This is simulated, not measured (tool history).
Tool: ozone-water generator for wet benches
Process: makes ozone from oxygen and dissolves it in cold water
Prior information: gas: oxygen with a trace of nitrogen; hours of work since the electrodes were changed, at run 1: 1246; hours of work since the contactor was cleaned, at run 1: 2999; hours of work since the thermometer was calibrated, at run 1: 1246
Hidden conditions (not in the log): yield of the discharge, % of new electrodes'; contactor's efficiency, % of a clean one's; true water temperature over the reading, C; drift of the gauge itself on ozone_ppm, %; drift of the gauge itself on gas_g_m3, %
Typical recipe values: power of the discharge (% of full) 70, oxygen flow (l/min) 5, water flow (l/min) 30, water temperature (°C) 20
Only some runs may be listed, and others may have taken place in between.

| run | hour | power of the discharge (% of full) | oxygen flow (l/min) | water flow (l/min) | water temperature (°C) | hours of work since the electrodes were changed | hours of work since the contactor was cleaned | hours of work since the thermometer was calibrated | dissolved ozone (ppm) | ozone in the gas ahead of the water (g/m3) |
|---|---|---|---|---|---|---|---|---|---|---|
| 1 | 0 | 70 | 5 | 30 | 20 | 1246 | 2999 | 1246 | 8.5 | 144 |
| 2 | 98.1 | 70 | 3.21 | 30 | 20 | 1313 | 3067 | 1313 | 8.1 | 188.2 |
| 3 | 160.6 | 70 | 5 | 26 | 20 | 1357 | 3110 | 1357 | 10 | 144.5 |
| 4 | 261.3 | 70 | 5 | 26 | 20 | 1426 | 3180 | 1426 | 10.1 | 146 |
| 5 | 331.4 | 70 | 5 | 26 | 20 | 1475 | 3228 | 1475 | 10.1 | 145.6 |
| 6 | 382.8 | 70 | 5 | 26 | 20 | 1510 | 3263 | 1510 | 10.3 | 144.7 |
| 7 | 449.4 | 90 | 5 | 26 | 20 | 1556 | 3310 | 1556 | 12.7 | 180.2 |
| 8 | 517.3 | 90 | 5 | 26 | 20 | 1603 | 3356 | 1603 | 12.3 | 180.9 |
| 9 | 598.5 | 70 | 5 | 22 | 20 | 1659 | 3413 | 1659 | 11.9 | 144.6 |
| 10 | 652.2 | 70 | 5 | 24 | 20 | 1696 | 3450 | 1696 | 10.9 | 145.3 |
| 11 | 742.9 | 70 | 5 | 30 | 20 | 1759 | 3512 | 1759 | 8.4 | 145.1 |
| 12 | 837.7 | 70 | 5 | 30 | 20 | 1824 | 3578 | 1824 | 8.6 | 145.2 |
| 13 | 900.1 | 70 | 5 | 30 | 20 | 1868 | 3621 | 1868 | 8.5 | 143.8 |
| 14 | 950.3 | 70 | 5 | 30 | 20 | 1902 | 3656 | 1902 | 8.4 | 144.5 |
| 15 | 1052.5 | 81 | 5 | 30 | 13 | 1973 | 3726 | 1973 | 10.6 | 165.1 |
| 16 | 1145.7 | 81 | 6.03 | 38 | 15 | 2037 | 3791 | 2037 | 7.8 | 146.9 |
| 17 | 1226.9 | 81 | 6.03 | 38 | 15 | 2093 | 3847 | 2093 | 8 | 145.1 |
|  | 1285.3 | contactor cleaned |
| 18 | 1333.7 | 79 | 5 | 30 | 20 | 2164 | 33 | 2164 | 9.6 | 161.7 |
| 19 | 1409 | 79 | 5 | 30 | 20 | 2217 | 86 | 2217 | 9.8 | 161.3 |
| 20 | 1501.5 | 83 | 5.22 | 30 | 22 | 2280 | 149 | 2280 | 9.7 | 164.8 |
| 21 | 1561.4 | 70 | 5 | 37 | 24 | 2322 | 191 | 2322 | 6.7 | 143.9 |
| 22 | 1623.2 | 70 | 5 | 37 | 24 | 2365 | 234 | 2365 | 6.4 | 143.3 |
| 23 | 1694.9 | 49 | 6.92 | 30 | 20 | 2414 | 283 | 2414 | 6.3 | 86.2 |
| 24 | 1774.8 | 43 | 3.66 | 30 | 24 | 2469 | 338 | 2469 | 5.2 | 113.1 |
| 25 | 1832.8 | 43 | 3.66 | 30 | 24 | 2509 | 378 | 2509 | 5.4 | 113.1 |
| 26 | 1908.5 | 70 | 5 | 40 | 27 | 2562 | 431 | 2562 | 5.8 | 144.7 |
| 27 | 2009.9 | 47 | 5 | 40 | 27 | 2632 | 501 | 2632 | 4 | 101.2 |

Predict each of these 4 candidate next runs independently; none follows another, all start after run 27:
| A | 2114.7 | 70 | 5 | 41 | 20 | 2704 | 573 | 2704 | ? | ? |
| B | 2114.7 | 100 | 5 | 40 | 27 | 2704 | 573 | 2704 | ? | ? |
| C | 2114.7 | 70 | 4.06 | 26 | 20 | 2704 | 573 | 2704 | ? | ? |
| D | 2114.7 | 42 | 7.29 | 26 | 27 | 2704 | 573 | 2704 | ? | ? |

| run | dissolved ozone (ppm) | ozone in the gas ahead of the water (g/m3) |
|---|---|---|
| A | 5.9 | 144.3 |
| B | 7.8 | 197.6 |
| C | 10.1 | 163 |
| D | 5.7 | 72.2 |
Take away the tool's hidden state, keep each run's random variation, and the runs would have read:
| run | dissolved ozone (ppm) | ozone in the gas ahead of the water (g/m3) |
|---|---|---|
| A | 5.9 | 144.5 |
| B | 7.8 | 198 |
| C | 10.1 | 163.2 |
| D | 5.7 | 72.2 |

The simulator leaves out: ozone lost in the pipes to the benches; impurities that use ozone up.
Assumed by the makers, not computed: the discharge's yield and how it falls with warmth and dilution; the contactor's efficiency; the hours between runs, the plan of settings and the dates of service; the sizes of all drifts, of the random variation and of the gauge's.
